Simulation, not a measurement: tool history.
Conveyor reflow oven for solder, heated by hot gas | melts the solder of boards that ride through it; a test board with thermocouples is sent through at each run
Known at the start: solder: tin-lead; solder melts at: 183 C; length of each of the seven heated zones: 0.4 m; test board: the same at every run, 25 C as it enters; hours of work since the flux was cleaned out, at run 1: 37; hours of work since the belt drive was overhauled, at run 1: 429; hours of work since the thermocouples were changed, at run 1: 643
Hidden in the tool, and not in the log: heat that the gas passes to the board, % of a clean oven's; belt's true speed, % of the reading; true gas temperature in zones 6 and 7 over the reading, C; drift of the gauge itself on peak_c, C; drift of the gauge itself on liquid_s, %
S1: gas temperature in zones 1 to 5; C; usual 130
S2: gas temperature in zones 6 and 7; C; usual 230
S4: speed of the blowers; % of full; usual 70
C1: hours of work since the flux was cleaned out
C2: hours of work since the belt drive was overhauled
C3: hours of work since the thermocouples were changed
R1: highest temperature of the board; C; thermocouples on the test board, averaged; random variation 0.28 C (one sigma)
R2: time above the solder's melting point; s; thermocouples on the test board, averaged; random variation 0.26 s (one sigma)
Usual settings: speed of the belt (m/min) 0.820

run 1 hour=0.0 | S1=130 S2=230 speed_of_the_belt_(m/min)=0.820 S4=70 | C1=37 C2=429 C3=643 | R1=213.9 R2=39.7
run 2 hour=15.3 | S1=130 S2=230 speed_of_the_belt_(m/min)=0.820 S4=70 | C1=45 C2=436 C3=650 | R1=213.8 R2=39.9
run 3 hour=27.3 | S1=130 S2=230 speed_of_the_belt_(m/min)=0.820 S4=70 | C1=50 C2=442 C3=656 | R1=213.2 R2=40.5
run 4 hour=52.2 | S1=130 S2=230 speed_of_the_belt_(m/min)=0.820 S4=70 | C1=62 C2=454 C3=668 | R1=213.4 R2=40.3
run 5 hour=77.1 | S1=130 S2=230 speed_of_the_belt_(m/min)=0.820 S4=79 | C1=74 C2=466 C3=680 | R1=216.1 R2=41.7
run 6 hour=100.2 | S1=140 S2=230 speed_of_the_belt_(m/min)=0.820 S4=70 | C1=85 C2=477 C3=691 | R1=215.6 R2=43.6
run 7 hour=115.2 | S1=143 S2=230 speed_of_the_belt_(m/min)=0.820 S4=70 | C1=92 C2=484 C3=698 | R1=216.3 R2=45.1
run 8 hour=133.4 | S1=136 S2=230 speed_of_the_belt_(m/min)=0.820 S4=70 | C1=101 C2=492 C3=706 | R1=214.9 R2=41.8
run 9 hour=155.7 | S1=132 S2=230 speed_of_the_belt_(m/min)=0.679 S4=82 | C1=111 C2=503 C3=717 | R1=222.0 R2=55.6
run 10 hour=172.9 | S1=136 S2=230 speed_of_the_belt_(m/min)=0.820 S4=59 | C1=119 C2=511 C3=725 | R1=211.4 R2=38.8
run 11 hour=194.3 | S1=130 S2=242 speed_of_the_belt_(m/min)=0.820 S4=73 | C1=130 C2=521 C3=735 | R1=225.7 R2=46.5
run 12 hour=206.0 | S1=130 S2=235 speed_of_the_belt_(m/min)=0.820 S4=64 | C1=135 C2=527 C3=741 | R1=216.8 R2=41.1
run 13 hour=231.3 | S1=130 S2=235 speed_of_the_belt_(m/min)=0.820 S4=64 | C1=147 C2=539 C3=753 | R1=215.8 R2=41.6
run 14 hour=254.2 | S1=130 S2=235 speed_of_the_belt_(m/min)=0.780 S4=89 | C1=158 C2=550 C3=764 | R1=224.7 R2=48.9
run 15 hour=277.4 | S1=130 S2=235 speed_of_the_belt_(m/min)=0.780 S4=89 | C1=169 C2=561 C3=775 | R1=224.3 R2=49.4
run 16 hour=297.5 | S1=129 S2=228 speed_of_the_belt_(m/min)=0.786 S4=71 | C1=178 C2=570 C3=784 | R1=213.4 R2=41.3

3 ways to go on from here, each from the tool as it stands after run 16. What would each give?
run A hour=322.1 | S1=130 S2=239 speed_of_the_belt_(m/min)=0.736 S4=52 | C1=190 C2=582 C3=796 | R1=? R2=?
run B hour=322.1 | S1=126 S2=230 speed_of_the_belt_(m/min)=0.820 S4=70 | C1=190 C2=582 C3=796 | R1=? R2=?
run C hour=322.1 | S1=139 S2=230 speed_of_the_belt_(m/min)=0.820 S4=70 | C1=190 C2=582 C3=796 | R1=? R2=?

run=A R1=218.8 R2=47.3
run=B R1=213.1 R2=38.5
run=C R1=215.3 R2=43.3
Without the tool's hidden state the same runs would have given:
run=A R1=218.5 R2=47.1
run=B R1=212.8 R2=38.3
run=C R1=215.1 R2=43.1

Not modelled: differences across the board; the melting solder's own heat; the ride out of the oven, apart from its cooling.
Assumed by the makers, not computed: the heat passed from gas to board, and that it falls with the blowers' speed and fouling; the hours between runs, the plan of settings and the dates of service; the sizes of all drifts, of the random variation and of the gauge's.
